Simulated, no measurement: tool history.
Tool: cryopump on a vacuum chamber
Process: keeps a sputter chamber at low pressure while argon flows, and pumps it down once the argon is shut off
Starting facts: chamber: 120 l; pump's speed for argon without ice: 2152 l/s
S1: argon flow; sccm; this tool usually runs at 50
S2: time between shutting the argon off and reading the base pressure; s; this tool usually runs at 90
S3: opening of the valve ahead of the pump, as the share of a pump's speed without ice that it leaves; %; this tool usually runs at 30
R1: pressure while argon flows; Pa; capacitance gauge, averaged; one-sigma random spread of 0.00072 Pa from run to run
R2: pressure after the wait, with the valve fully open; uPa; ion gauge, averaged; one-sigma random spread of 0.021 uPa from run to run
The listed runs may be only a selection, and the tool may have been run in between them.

{"run": 1, "day": 0.0, "S1": 50, "S2": 90, "S3": 30, "R1": 0.1443, "R2": 0.5}
{"run": 2, "day": 0.821, "S1": 50, "S2": 90, "S3": 30, "R1": 0.1462, "R2": 0.52}
{"run": 3, "day": 2.342, "S1": 50, "S2": 90, "S3": 28, "R1": 0.1555, "R2": 0.5}
{"run": 4, "day": 3.8, "S1": 80, "S2": 90, "S3": 30, "R1": 0.2337, "R2": 0.52}
{"run": 5, "day": 5.046, "S1": 50, "S2": 119, "S3": 30, "R1": 0.1467, "R2": 0.48}
{"run": 6, "day": 6.008, "S1": 50, "S2": 119, "S3": 30, "R1": 0.1476, "R2": 0.44}
{"run": 7, "day": 7.575, "S1": 50, "S2": 90, "S3": 18, "R1": 0.2342, "R2": 0.5}
{"run": 8, "day": 8.788, "S1": 50, "S2": 90, "S3": 18, "R1": 0.2384, "R2": 0.56}
{"run": 9, "day": 9.867, "S1": 49, "S2": 90, "S3": 30, "R1": 0.1449, "R2": 0.53}
{"run": 10, "day": 11.067, "S1": 49, "S2": 64, "S3": 45, "R1": 0.1032, "R2": 0.66}
{"run": 11, "day": 12.567, "S1": 50, "S2": 90, "S3": 22, "R1": 0.1968, "R2": 0.55}
{"run": 12, "day": 13.862, "S1": 50, "S2": 90, "S3": 22, "R1": 0.1981, "R2": 0.57}
{"run": 13, "day": 15.238, "S1": 50, "S2": 90, "S3": 19, "R1": 0.2277, "R2": 0.54}
{"run": 14, "day": 16.771, "S1": 67, "S2": 31, "S3": 37, "R1": 0.1699, "R2": 0.96}
{"day": 17.479, "done": "pump warmed up, emptied and cooled again"}
{"run": 15, "day": 18.162, "S1": 67, "S2": 31, "S3": 37, "R1": 0.1437, "R2": 0.82}
{"run": 16, "day": 19.667, "S1": 93, "S2": 90, "S3": 30, "R1": 0.2451, "R2": 0.45}
{"run": 17, "day": 21.2, "S1": 27, "S2": 65, "S3": 17, "R1": 0.1247, "R2": 0.5}
{"run": 18, "day": 21.975, "S1": 50, "S2": 30, "S3": 31, "R1": 0.1271, "R2": 0.87}

Alternative continuations, all from the tool just after run 18; predict every row:
{"run": "A", "day": 22.862, "S1": 37, "S2": 261, "S3": 25, "R1": "?", "R2": "?"}
{"run": "B", "day": 22.862, "S1": 25, "S2": 29, "S3": 30, "R1": "?", "R2": "?"}
{"run": "C", "day": 22.862, "S1": 47, "S2": 30, "S3": 58, "R1": "?", "R2": "?"}
{"run": "D", "day": 22.862, "S1": 71, "S2": 27, "S3": 19, "R1": "?", "R2": "?"}
{"run": "E", "day": 22.862, "S1": 50, "S2": 42, "S3": 31, "R1": "?", "R2": "?"}

run=A R1=0.1177 R2=0.36
run=B R1=0.0663 R2=0.94
run=C R1=0.0654 R2=0.83
run=D R1=0.2964 R2=0.96
run=E R1=0.1287 R2=0.70
Without the tool's unlogged condition, the same runs would have read:
run=A R1=0.1165 R2=0.24
run=B R1=0.0654 R2=0.82
run=C R1=0.0638 R2=0.71
run=D R1=0.2940 R2=0.84
run=E R1=0.1270 R2=0.58
